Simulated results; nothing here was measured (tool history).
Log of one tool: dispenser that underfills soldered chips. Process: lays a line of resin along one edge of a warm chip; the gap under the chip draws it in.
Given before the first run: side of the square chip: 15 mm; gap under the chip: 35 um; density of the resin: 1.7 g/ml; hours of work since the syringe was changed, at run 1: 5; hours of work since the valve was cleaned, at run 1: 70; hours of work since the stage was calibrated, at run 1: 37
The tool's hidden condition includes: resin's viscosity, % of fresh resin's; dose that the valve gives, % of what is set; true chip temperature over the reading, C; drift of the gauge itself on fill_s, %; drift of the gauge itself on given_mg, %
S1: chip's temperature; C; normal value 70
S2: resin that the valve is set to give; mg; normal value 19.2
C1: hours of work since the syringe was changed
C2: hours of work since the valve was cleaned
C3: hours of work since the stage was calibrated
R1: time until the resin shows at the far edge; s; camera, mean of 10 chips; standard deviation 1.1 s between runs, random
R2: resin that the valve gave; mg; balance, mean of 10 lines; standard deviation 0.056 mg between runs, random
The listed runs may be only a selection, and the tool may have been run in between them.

| run | hour | S1 | S2 | C1 | C2 | C3 | R1 | R2 |
|---|---|---|---|---|---|---|---|---|
| 1 | 0 | 70 | 19.2 | 5 | 70 | 37 | 138.3 | 18.15 |
|  | 3.9 | new syringe of resin |
| 2 | 5 | 70 | 19.2 | 1 | 73 | 40 | 110.8 | 18.04 |
| 3 | 11.7 | 77 | 19.2 | 5 | 77 | 45 | 99.2 | 18.06 |
|  | 15.5 | new syringe of resin |
| 4 | 18.6 | 77 | 19.2 | 2 | 82 | 49 | 82.8 | 17.98 |
|  | 22.1 | dispensing valve cleaned and set on the balance |
| 5 | 23.3 | 77 | 19.2 | 5 | 1 | 52 | 92.4 | 19.33 |
| 6 | 27.2 | 77 | 19.2 | 7 | 4 | 54 | 108 | 19.06 |
|  | 28.1 | new syringe of resin |
| 7 | 31.2 | 77 | 19.2 | 2 | 6 | 57 | 81.1 | 19.2 |
| 8 | 36.2 | 70 | 16.5 | 6 | 9 | 60 | 145.4 | 16.44 |
|  | 39.7 | new syringe of resin |
| 9 | 42.6 | 70 | 22 | 2 | 14 | 65 | 110 | 21.78 |
| 10 | 46.7 | 70 | 22 | 5 | 16 | 67 | 127.7 | 21.81 |
|  | 51.2 | new syringe of resin |
| 11 | 52.6 | 70 | 21.9 | 1 | 20 | 71 | 104.7 | 21.49 |
| 12 | 59.4 | 70 | 19.2 | 6 | 25 | 76 | 142.2 | 18.85 |
|  | 62.7 | new syringe of resin |
| 13 | 64.2 | 70 | 17.4 | 1 | 28 | 79 | 111 | 17.06 |
| 14 | 70.7 | 70 | 17.4 | 5 | 33 | 83 | 143.7 | 16.97 |
|  | 74.2 | new syringe of resin |
| 15 | 76.1 | 79 | 17 | 1 | 36 | 87 | 72.9 | 16.52 |
| 16 | 81.3 | 79 | 18.1 | 5 | 40 | 90 | 84.3 | 17.52 |
|  | 85.8 | new syringe of resin |
| 17 | 87.7 | 72 | 19.2 | 1 | 44 | 95 | 99 | 18.63 |
| 18 | 91.5 | 62 | 17.4 | 4 | 46 | 97 | 193.5 | 16.84 |
| 19 | 95.6 | 58 | 19.1 | 7 | 49 | 100 | 278.9 | 18.35 |
|  | 97.5 | new syringe of resin |
| 20 | 103.7 | 78 | 23.4 | 4 | 54 | 105 | 82.5 | 22.37 |
| 21 | 108 | 78 | 23.4 | 7 | 57 | 108 | 96.6 | 22.42 |
|  | 109.2 | new syringe of resin |
| 22 | 113.5 | 78 | 23.4 | 3 | 61 | 112 | 77 | 22.3 |
| 23 | 118.3 | 61 | 22.2 | 6 | 64 | 115 | 220.4 | 21.09 |
|  | 121 | new syringe of resin |
| 24 | 124.4 | 61 | 22.2 | 2 | 68 | 119 | 179.5 | 21.08 |
| 25 | 130.9 | 61 | 22.2 | 7 | 73 | 124 | 225 | 20.82 |

What would each run have given without the hidden state, its run-to-run variation left as it was?
| run | R1 | R2 |
|---|---|---|
| 1 | 105.7 | 19.26 |
| 2 | 106.7 | 19.19 |
| 3 | 74.9 | 19.3 |
| 4 | 73.3 | 19.29 |
| 5 | 72.9 | 19.29 |
| 6 | 74.2 | 19.07 |
| 7 | 74 | 19.25 |
| 8 | 111.1 | 16.53 |
| 9 | 103 | 21.99 |
| 10 | 103.3 | 22.07 |
| 11 | 103 | 21.81 |
| 12 | 109 | 19.22 |
| 13 | 106.8 | 17.43 |
| 14 | 109.4 | 17.41 |
| 15 | 70.3 | 16.99 |
| 16 | 67.5 | 18.09 |
| 17 | 94.2 | 19.3 |
| 18 | 160.1 | 17.48 |
| 19 | 200.1 | 19.09 |
| 20 | 68.1 | 23.39 |
| 21 | 68.3 | 23.5 |
| 22 | 68.8 | 23.44 |
| 23 | 166 | 22.23 |
| 24 | 167 | 22.3 |
| 25 | 165.3 | 22.11 |
